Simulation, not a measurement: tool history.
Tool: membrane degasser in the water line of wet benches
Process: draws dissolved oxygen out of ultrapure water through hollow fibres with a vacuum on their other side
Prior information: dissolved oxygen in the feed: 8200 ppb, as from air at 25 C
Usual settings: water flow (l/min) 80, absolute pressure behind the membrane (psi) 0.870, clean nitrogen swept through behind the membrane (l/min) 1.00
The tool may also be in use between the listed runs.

| run | hour | water flow (l/min) | absolute pressure behind the membrane (psi) | clean nitrogen swept through behind the membrane (l/min) | dissolved oxygen in the water behind the degasser (ppb) | pressure that the water loses in the fibres (psi) |
|---|---|---|---|---|---|---|
| 1 | 0.0 | 80 | 0.870 | 1.00 | 508.1 | 9.726 |
| 2 | 60.1 | 80 | 0.870 | 1.00 | 501.0 | 9.655 |
| 3 | 93.6 | 80 | 0.870 | 1.00 | 509.5 | 9.690 |
| 4 | 151.4 | 80 | 0.870 | 1.96 | 367.2 | 9.689 |
| 5 | 189.0 | 80 | 0.870 | 1.96 | 363.9 | 9.680 |
| 6 | 221.7 | 80 | 0.598 | 1.00 | 273.0 | 9.706 |
| 7 | 264.5 | 80 | 0.870 | 1.00 | 505.5 | 9.713 |
| 8 | 328.6 | 80 | 0.870 | 1.00 | 501.8 | 9.684 |
| 9 | 369.3 | 80 | 0.870 | 1.00 | 504.9 | 9.687 |
| 10 | 422.2 | 80 | 0.870 | 1.00 | 506.9 | 9.684 |
| 11 | 486.1 | 80 | 1.160 | 1.00 | 742.5 | 9.762 |
| 12 | 542.3 | 80 | 1.160 | 1.50 | 614.3 | 9.722 |
| 13 | 600.6 | 80 | 0.870 | 1.00 | 515.1 | 9.799 |
| 14 | 662.8 | 80 | 0.870 | 1.00 | 504.9 | 9.747 |
| 15 | 728.5 | 80 | 0.870 | 1.00 | 504.9 | 9.758 |
| 16 | 784.1 | 80 | 0.870 | 1.00 | 511.4 | 9.731 |
| 17 | 844.0 | 80 | 0.870 | 1.00 | 497.4 | 9.641 |
| 18 | 872.7 | 118 | 2.116 | 2.83 | 1245.0 | 14.360 |
| 19 | 931.2 | 80 | 0.724 | 1.28 | 349.3 | 9.760 |
| 20 | 969.5 | 80 | 0.724 | 1.28 | 352.8 | 9.754 |
| 21 | 1021.2 | 101 | 0.766 | 2.37 | 475.5 | 12.328 |
|  | 1026.3 | vacuum gauge calibrated |
| 22 | 1086.4 | 101 | 0.766 | 2.37 | 476.1 | 12.211 |
| 23 | 1126.7 | 101 | 0.766 | 2.37 | 486.3 | 12.280 |
| 24 | 1158.5 | 101 | 0.766 | 2.37 | 480.9 | 12.280 |
| 25 | 1211.5 | 83 | 1.298 | 1.00 | 901.7 | 10.118 |
| 26 | 1261.4 | 51 | 0.731 | 1.92 | 136.2 | 6.225 |
| 27 | 1293.1 | 55 | 0.833 | 0.52 | 445.3 | 6.727 |
| 28 | 1343.5 | 55 | 0.833 | 0.52 | 451.7 | 6.711 |
| 29 | 1387.7 | 66 | 0.670 | 2.70 | 154.9 | 8.016 |
|  | 1431.1 | vacuum gauge calibrated, once more |
| 30 | 1442.5 | 94 | 1.037 | 0.94 | 791.9 | 11.477 |
| 31 | 1494.2 | 94 | 1.037 | 0.64 | 933.6 | 11.433 |
| 32 | 1544.4 | 80 | 0.660 | 1.00 | 314.3 | 9.816 |
| 33 | 1575.7 | 104 | 1.173 | 0.75 | 1132.6 | 12.691 |

Some steps in dissolved oxygen in the water behind the degasser (ppb) between neighbouring runs. How much of each would the tool show without its hidden state too (settings, what came in, random variation), and how much is left for the hidden state, with any gauge scatter that isn't in both results?
The tool's hidden condition here consists of: membrane still open, %; true pressure behind the membrane over the reading, kPa; air that leaks in behind the membrane, l/min; drift of the gauge itself on oxygen_ppb, %; drift of the gauge itself on loss_of_pressure_kpa, %.
Run 18 -> 19: water flow (l/min) 118 -> 80, absolute pressure behind the membrane (psi) 2.116 -> 0.724, clean nitrogen swept through behind the membrane (l/min) 2.83 -> 1.28. dissolved oxygen in the water behind the degasser (ppb) -895.7: hidden state -0.6, all else -895.1.
Run 25 -> 26: water flow (l/min) 83 -> 51, absolute pressure behind the membrane (psi) 1.298 -> 0.731, clean nitrogen swept through behind the membrane (l/min) 1.00 -> 1.92. dissolved oxygen in the water behind the degasser (ppb) -765.5: hidden state -13.0, all else -752.5.
Run 26 -> 27: water flow (l/min) 51 -> 55, absolute pressure behind the membrane (psi) 0.731 -> 0.833, clean nitrogen swept through behind the membrane (l/min) 1.92 -> 0.52. dissolved oxygen in the water behind the degasser (ppb) +309.1: hidden state +14.1, all else +295.0.
Run 28 -> 29: water flow (l/min) 55 -> 66, absolute pressure behind the membrane (psi) 0.833 -> 0.670, clean nitrogen swept through behind the membrane (l/min) 0.52 -> 2.70. dissolved oxygen in the water behind the degasser (ppb) -296.8: hidden state -12.7, all else -284.1.
Run 32 -> 33: water flow (l/min) 80 -> 104, absolute pressure behind the membrane (psi) 0.660 -> 1.173, clean nitrogen swept through behind the membrane (l/min) 1.00 -> 0.75. dissolved oxygen in the water behind the degasser (ppb) +818.3: hidden state +0.8, all else +817.5.
